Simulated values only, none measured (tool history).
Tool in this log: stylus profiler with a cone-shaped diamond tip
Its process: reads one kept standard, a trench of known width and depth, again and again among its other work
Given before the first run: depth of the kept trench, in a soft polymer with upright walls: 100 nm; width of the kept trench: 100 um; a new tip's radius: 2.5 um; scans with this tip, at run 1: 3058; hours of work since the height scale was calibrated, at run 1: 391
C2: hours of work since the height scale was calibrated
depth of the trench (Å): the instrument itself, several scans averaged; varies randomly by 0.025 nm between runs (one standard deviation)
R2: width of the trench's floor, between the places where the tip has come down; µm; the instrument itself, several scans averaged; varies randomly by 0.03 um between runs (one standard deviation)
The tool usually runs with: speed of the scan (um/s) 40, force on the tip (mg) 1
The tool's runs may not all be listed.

run 1 hour=0 | speed_of_the_scan_(um/s)=40 force_on_the_tip_(mg)=1 | scans_with_this_tip=3058 C2=391 | depth_of_the_trench_(Å)=1005.3 R2=98.05
run 2 hour=20.6 | speed_of_the_scan_(um/s)=40 force_on_the_tip_(mg)=1 | scans_with_this_tip=3178 C2=406 | depth_of_the_trench_(Å)=1004.7 R2=97.97
run 3 hour=47.6 | speed_of_the_scan_(um/s)=19 force_on_the_tip_(mg)=1 | scans_with_this_tip=3335 C2=426 | depth_of_the_trench_(Å)=1005.2 R2=98.13
run 4 hour=72.3 | speed_of_the_scan_(um/s)=19 force_on_the_tip_(mg)=1.92 | scans_with_this_tip=3479 C2=445 | depth_of_the_trench_(Å)=1006.9 R2=98.15
run 5 hour=91.1 | speed_of_the_scan_(um/s)=19 force_on_the_tip_(mg)=1.92 | scans_with_this_tip=3588 C2=459 | depth_of_the_trench_(Å)=1007.6 R2=98.14
run 6 hour=110.9 | speed_of_the_scan_(um/s)=40 force_on_the_tip_(mg)=2.86 | scans_with_this_tip=3703 C2=474 | depth_of_the_trench_(Å)=1009.4 R2=98.06
run 7 hour=134.6 | speed_of_the_scan_(um/s)=40 force_on_the_tip_(mg)=2.86 | scans_with_this_tip=3841 C2=491 | depth_of_the_trench_(Å)=1009.5 R2=98.12
run 8 hour=156.1 | speed_of_the_scan_(um/s)=40 force_on_the_tip_(mg)=1 | scans_with_this_tip=3966 C2=507 | depth_of_the_trench_(Å)=1005.7 R2=97.87
run 9 hour=171.2 | speed_of_the_scan_(um/s)=40 force_on_the_tip_(mg)=1 | scans_with_this_tip=4054 C2=519 | depth_of_the_trench_(Å)=1005.5 R2=97.89
run 10 hour=202.7 | speed_of_the_scan_(um/s)=40 force_on_the_tip_(mg)=1 | scans_with_this_tip=4238 C2=542 | depth_of_the_trench_(Å)=1005.5 R2=97.92
run 11 hour=230.3 | speed_of_the_scan_(um/s)=40 force_on_the_tip_(mg)=1 | scans_with_this_tip=4398 C2=563 | depth_of_the_trench_(Å)=1005.6 R2=97.84
-- hour=234.2 height scale calibrated on a step standard
run 12 hour=246.8 | speed_of_the_scan_(um/s)=40 force_on_the_tip_(mg)=1 | scans_with_this_tip=4491 C2=9 | depth_of_the_trench_(Å)=1006.1 R2=97.87
run 13 hour=264.3 | speed_of_the_scan_(um/s)=48 force_on_the_tip_(mg)=0.37 | scans_with_this_tip=4593 C2=22 | depth_of_the_trench_(Å)=1003.9 R2=97.53
run 14 hour=300.5 | speed_of_the_scan_(um/s)=48 force_on_the_tip_(mg)=0.37 | scans_with_this_tip=4804 C2=49 | depth_of_the_trench_(Å)=1004.3 R2=97.49
run 15 hour=319.4 | speed_of_the_scan_(um/s)=48 force_on_the_tip_(mg)=0.37 | scans_with_this_tip=4914 C2=63 | depth_of_the_trench_(Å)=1004.3 R2=97.52
run 16 hour=337.1 | speed_of_the_scan_(um/s)=35 force_on_the_tip_(mg)=1.46 | scans_with_this_tip=5017 C2=77 | depth_of_the_trench_(Å)=1007.2 R2=97.92
run 17 hour=355.5 | speed_of_the_scan_(um/s)=35 force_on_the_tip_(mg)=1.46 | scans_with_this_tip=5124 C2=90 | depth_of_the_trench_(Å)=1007.3 R2=97.94
-- hour=358.9 height scale calibrated on a step standard, once more
run 18 hour=373.5 | speed_of_the_scan_(um/s)=35 force_on_the_tip_(mg)=1.46 | scans_with_this_tip=5226 C2=11 | depth_of_the_trench_(Å)=1005.2 R2=97.87
run 19 hour=410 | speed_of_the_scan_(um/s)=35 force_on_the_tip_(mg)=1.46 | scans_with_this_tip=5438 C2=38 | depth_of_the_trench_(Å)=1005 R2=97.89
run 20 hour=433.6 | speed_of_the_scan_(um/s)=46 force_on_the_tip_(mg)=1.7 | scans_with_this_tip=5576 C2=56 | depth_of_the_trench_(Å)=1005.8 R2=97.82
run 21 hour=456.1 | speed_of_the_scan_(um/s)=16 force_on_the_tip_(mg)=0.58 | scans_with_this_tip=5707 C2=72 | depth_of_the_trench_(Å)=1002.5 R2=97.95
run 22 hour=484.7 | speed_of_the_scan_(um/s)=16 force_on_the_tip_(mg)=0.58 | scans_with_this_tip=5873 C2=94 | depth_of_the_trench_(Å)=1002.8 R2=97.93
run 23 hour=519.5 | speed_of_the_scan_(um/s)=14 force_on_the_tip_(mg)=1.94 | scans_with_this_tip=6076 C2=120 | depth_of_the_trench_(Å)=1006.5 R2=97.95
run 24 hour=556.6 | speed_of_the_scan_(um/s)=10 force_on_the_tip_(mg)=2.96 | scans_with_this_tip=6292 C2=147 | depth_of_the_trench_(Å)=1008.2 R2=98.02

Here are 3 independent what-if runs from the current tool condition. What would each one return?
run A hour=584.2 | speed_of_the_scan_(um/s)=43 force_on_the_tip_(mg)=2.73 | scans_with_this_tip=6452 C2=168 | depth_of_the_trench_(Å)=? R2=?
run B hour=584.2 | speed_of_the_scan_(um/s)=10 force_on_the_tip_(mg)=0.43 | scans_with_this_tip=6452 C2=168 | depth_of_the_trench_(Å)=? R2=?
run C hour=584.2 | speed_of_the_scan_(um/s)=19 force_on_the_tip_(mg)=0.35 | scans_with_this_tip=6452 C2=168 | depth_of_the_trench_(Å)=? R2=?

run=A depth_of_the_trench_(Å)=1008 R2=97.83
run=B depth_of_the_trench_(Å)=1002.6 R2=97.95
run=C depth_of_the_trench_(Å)=1002.6 R2=97.82
Take away the tool's hidden state, keep each run's random variation, and the runs would have read:
run=A depth_of_the_trench_(Å)=1007.4 R2=98.38
run=B depth_of_the_trench_(Å)=1002 R2=98.5
run=C depth_of_the_trench_(Å)=1002 R2=98.38

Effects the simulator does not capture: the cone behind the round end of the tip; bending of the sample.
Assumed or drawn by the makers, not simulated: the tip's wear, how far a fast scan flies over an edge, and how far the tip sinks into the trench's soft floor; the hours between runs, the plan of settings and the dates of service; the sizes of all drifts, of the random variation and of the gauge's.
